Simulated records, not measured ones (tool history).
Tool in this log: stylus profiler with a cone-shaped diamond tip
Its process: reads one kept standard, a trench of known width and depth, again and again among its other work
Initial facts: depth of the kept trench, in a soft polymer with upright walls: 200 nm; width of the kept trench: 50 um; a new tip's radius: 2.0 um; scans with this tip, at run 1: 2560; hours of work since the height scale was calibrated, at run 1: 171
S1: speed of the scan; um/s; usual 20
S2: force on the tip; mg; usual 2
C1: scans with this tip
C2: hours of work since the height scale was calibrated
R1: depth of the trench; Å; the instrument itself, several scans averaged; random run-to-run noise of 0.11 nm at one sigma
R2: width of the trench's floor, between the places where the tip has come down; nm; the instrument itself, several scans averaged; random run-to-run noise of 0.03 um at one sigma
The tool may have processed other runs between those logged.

run   hour  S1    S2    C1   C2      R1     R2
  1      0  20     2  2560  171  2027.1  48030
  2   13.5  20     2  2647  177  2028.2  47980
  3     38  20     2  2804  187  2026.9  48020
  4   55.9  20     2  2919  195    2027  48010
  5   81.8  67     2  3085  206  2028.9  47940
  6  102.9  48     2  3221  215  2026.5  47950
  7  133.5  48     2  3417  228  2025.1  48010
  8  164.9  48     2  3620  242  2027.1  47960
  9    192   6     2  3793  253  2027.5  48070
 10  215.8   6     2  3947  263  2026.4  47970
 11  241.6  20     2  4112  275  2029.2  47950
 12    273  20     2  4314  288  2029.7  48010
 13  296.3  62     2  4463  298  2027.4  47880
 14  314.1  20   3.6  4578  306  2042.7  47970
 15  343.8  20   3.6  4769  318    2040  47960
 16    364  10  3.68  4898  327  2039.3  47880
 17  392.5  41     2  5082  339  2025.7  47860
 18  419.4   5  0.71  5254  351  2010.4  47930
 19    450   5  0.71  5451  364  2010.6  47910
     452.2  -- height scale calibrated on a step standard
 20  476.1  12  3.05  5615   10  2035.1  47920
 21  501.1  57  1.23  5776   21    2017  47760
 22  523.1  39     2  5918   30  2024.8  47840
 23  553.9  34  0.67  6115   44  2008.1  47790
     568.2  -- height scale calibrated on a step standard, once more
 24  578.8  25     2  6272    5  2028.1  47850
 25  601.8  25     2  6420   14  2030.3  47840
 26  632.4  25     2  6617   28  2028.2  47790
 27  656.1  36  1.12  6769   38  2018.6  47770
 28  677.2   9  3.73  6904   47  2046.1  47870
 29  701.7   9  3.73  7062   57  2044.2  47840
 30  725.4   5  3.05  7214   67  2039.6  47830

Selected run-to-run steps in R1, each split into two signed amounts: the part the tool would show with no hidden state at all (from settings, incoming material and random variation), and the remainder, which goes to the hidden state together with any gauge scatter not common to the measured and the hidden-state-free results:
Unlogged tool condition in this case: radius of the tip, um; height scale over the true one, %; drift of the gauge itself on depth_nm, %; drift of the gauge itself on floor_um, %.
Run 6 -> 7: nothing adjusted, nothing logged. R1 -1.4 Å: hidden state -0.2, all else -1.2.
Run 19 -> 20: S1 5 -> 12, S2 0.71 -> 3.05, height scale calibrated on a step standard. R1 +24.5 Å: hidden state -1.7, all else +26.2.
Run 23 -> 24: S1 34 -> 25, S2 0.67 -> 2, height scale calibrated on a step standard, once more. R1 +20 Å: hidden state +4.9, all else +15.1.
Run 27 -> 28: S1 36 -> 9, S2 1.12 -> 3.73. R1 +27.5 Å: hidden state +0, all else +27.5.
